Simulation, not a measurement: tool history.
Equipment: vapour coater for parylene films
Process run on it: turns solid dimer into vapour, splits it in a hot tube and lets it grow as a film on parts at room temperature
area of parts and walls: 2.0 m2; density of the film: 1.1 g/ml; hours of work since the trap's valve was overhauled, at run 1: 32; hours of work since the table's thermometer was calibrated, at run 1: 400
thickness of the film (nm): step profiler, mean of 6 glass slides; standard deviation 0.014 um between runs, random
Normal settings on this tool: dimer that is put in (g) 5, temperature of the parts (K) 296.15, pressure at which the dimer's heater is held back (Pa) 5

| run | hour | dimer that is put in (g) | temperature of the parts (K) | pressure at which the dimer's heater is held back (Pa) | hours of work since the trap's valve was overhauled | hours of work since the table's thermometer was calibrated | thickness of the film (nm) |
|---|---|---|---|---|---|---|---|
| 1 | 0 | 5 | 296.15 | 5 | 32 | 400 | 1110 |
| 2 | 21.4 | 5 | 296.15 | 7.56 | 52 | 419 | 1040 |
| 3 | 39.9 | 5 | 296.15 | 7.56 | 68 | 435 | 1070 |
| 4 | 56.5 | 5 | 296.15 | 7.56 | 83 | 450 | 1050 |
| 5 | 70.7 | 5 | 296.15 | 7.56 | 95 | 463 | 1020 |
| 6 | 87.6 | 5 | 296.15 | 7.56 | 110 | 478 | 1030 |
| 7 | 108.2 | 5 | 305.15 | 5 | 129 | 496 | 900 |
| 8 | 122.9 | 5 | 305.15 | 5 | 142 | 509 | 900 |
| 9 | 139.4 | 4 | 289.15 | 3.91 | 156 | 524 | 1070 |
| 10 | 150.7 | 3 | 291.15 | 10.54 | 167 | 534 | 650 |
| 11 | 171.8 | 3 | 291.15 | 10.54 | 185 | 552 | 660 |
| 12 | 194.5 | 3 | 291.15 | 10.54 | 206 | 573 | 660 |
| 13 | 210.1 | 3 | 291.15 | 10.54 | 219 | 587 | 670 |

Here are 4 independent what-if runs from the current tool condition. What would each one return?
| A | 223.1 | 2 | 291.15 | 10.54 | 231 | 598 | ? |
| B | 223.1 | 7 | 291.15 | 2.9 | 231 | 598 | ? |
| C | 223.1 | 3 | 291.15 | 6.25 | 231 | 598 | ? |
| D | 223.1 | 5 | 291.15 | 3.39 | 231 | 598 | ? |

| run | thickness of the film (nm) |
|---|---|
| A | 430 |
| B | 1900 |
| C | 720 |
| D | 1370 |
Had the tool no hidden state, the same runs would have come out as:
| run | thickness of the film (nm) |
|---|---|
| A | 430 |
| B | 1910 |
| C | 730 |
| D | 1380 |

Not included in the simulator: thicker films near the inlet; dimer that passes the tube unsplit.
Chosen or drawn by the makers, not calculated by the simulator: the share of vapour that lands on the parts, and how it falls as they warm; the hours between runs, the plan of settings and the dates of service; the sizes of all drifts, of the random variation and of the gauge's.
